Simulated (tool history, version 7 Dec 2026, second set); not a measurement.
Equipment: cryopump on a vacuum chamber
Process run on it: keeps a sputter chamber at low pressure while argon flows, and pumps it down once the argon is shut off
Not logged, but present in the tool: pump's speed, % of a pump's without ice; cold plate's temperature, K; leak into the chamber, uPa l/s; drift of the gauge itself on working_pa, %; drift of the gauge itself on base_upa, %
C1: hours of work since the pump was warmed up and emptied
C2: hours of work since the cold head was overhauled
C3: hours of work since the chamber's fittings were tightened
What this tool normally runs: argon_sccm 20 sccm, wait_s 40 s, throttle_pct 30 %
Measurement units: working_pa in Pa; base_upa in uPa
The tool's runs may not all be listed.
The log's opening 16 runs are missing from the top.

run 17 day=9.579 | argon_sccm=20 wait_s=40 throttle_pct=30 | C1=241 C2=241 C3=395 | working_pa=0.066 base_upa=1.94
run 18 day=10.008 | argon_sccm=16 wait_s=121 throttle_pct=38 | C1=247 C2=247 C3=401 | working_pa=0.0415 base_upa=1
run 19 day=10.512 | argon_sccm=16 wait_s=121 throttle_pct=38 | C1=253 C2=253 C3=407 | working_pa=0.041 base_upa=0.98
run 20 day=11.133 | argon_sccm=16 wait_s=121 throttle_pct=38 | C1=262 C2=262 C3=416 | working_pa=0.0408 base_upa=0.97
run 21 day=11.862 | argon_sccm=16 wait_s=121 throttle_pct=38 | C1=272 C2=272 C3=426 | working_pa=0.041 base_upa=1.05
run 22 day=12.346 | argon_sccm=16 wait_s=121 throttle_pct=38 | C1=278 C2=278 C3=432 | working_pa=0.0408 base_upa=1.02
run 23 day=12.75 | argon_sccm=9 wait_s=82 throttle_pct=29 | C1=283 C2=283 C3=438 | working_pa=0.0312 base_upa=1.25
run 24 day=13.154 | argon_sccm=9 wait_s=82 throttle_pct=56 | C1=289 C2=289 C3=443 | working_pa=0.0147 base_upa=1.29
run 25 day=13.579 | argon_sccm=40 wait_s=40 throttle_pct=46 | C1=295 C2=295 C3=449 | working_pa=0.0861 base_upa=1.98
run 26 day=14.433 | argon_sccm=10 wait_s=46 throttle_pct=30 | C1=306 C2=306 C3=460 | working_pa=0.0322 base_upa=1.78
run 27 day=15.375 | argon_sccm=10 wait_s=96 throttle_pct=26 | C1=319 C2=319 C3=473 | working_pa=0.0384 base_upa=1.21
run 28 day=16.183 | argon_sccm=20 wait_s=88 throttle_pct=44 | C1=330 C2=330 C3=484 | working_pa=0.0454 base_upa=1.29
run 29 day=16.883 | argon_sccm=20 wait_s=88 throttle_pct=44 | C1=339 C2=339 C3=493 | working_pa=0.0464 base_upa=1.25
run 30 day=17.442 | argon_sccm=20 wait_s=88 throttle_pct=44 | C1=347 C2=347 C3=501 | working_pa=0.0455 base_upa=1.3
run 31 day=17.858 | argon_sccm=20 wait_s=34 throttle_pct=21 | C1=352 C2=352 C3=506 | working_pa=0.0925 base_upa=2.27
run 32 day=18.446 | argon_sccm=34 wait_s=30 throttle_pct=27 | C1=360 C2=360 C3=514 | working_pa=0.1241 base_upa=2.51
run 33 day=18.917 | argon_sccm=20 wait_s=40 throttle_pct=38 | C1=367 C2=367 C3=521 | working_pa=0.0518 base_upa=2.13
run 34 day=19.638 | argon_sccm=20 wait_s=197 throttle_pct=30 | C1=376 C2=376 C3=530 | working_pa=0.0651 base_upa=0.96

Alternative continuations, all from the tool just after run 34; predict every row:
run A day=20.129 | argon_sccm=27 wait_s=64 throttle_pct=30 | C1=383 C2=383 C3=537 | working_pa=? base_upa=?
run B day=20.129 | argon_sccm=20 wait_s=246 throttle_pct=16 | C1=383 C2=383 C3=537 | working_pa=? base_upa=?
run C day=20.129 | argon_sccm=13 wait_s=88 throttle_pct=31 | C1=383 C2=383 C3=537 | working_pa=? base_upa=?
run D day=20.129 | argon_sccm=14 wait_s=36 throttle_pct=27 | C1=383 C2=383 C3=537 | working_pa=? base_upa=?

run=A working_pa=0.0881 base_upa=1.51
run=B working_pa=0.122 base_upa=0.87
run=C working_pa=0.0414 base_upa=1.26
run=D working_pa=0.051 base_upa=2.25
Take away the tool's hidden state, keep each run's random variation, and the runs would have read:
run=A working_pa=0.0851 base_upa=1.02
run=B working_pa=0.1198 base_upa=0.38
run=C working_pa=0.04 base_upa=0.76
run=D working_pa=0.0494 base_upa=1.76
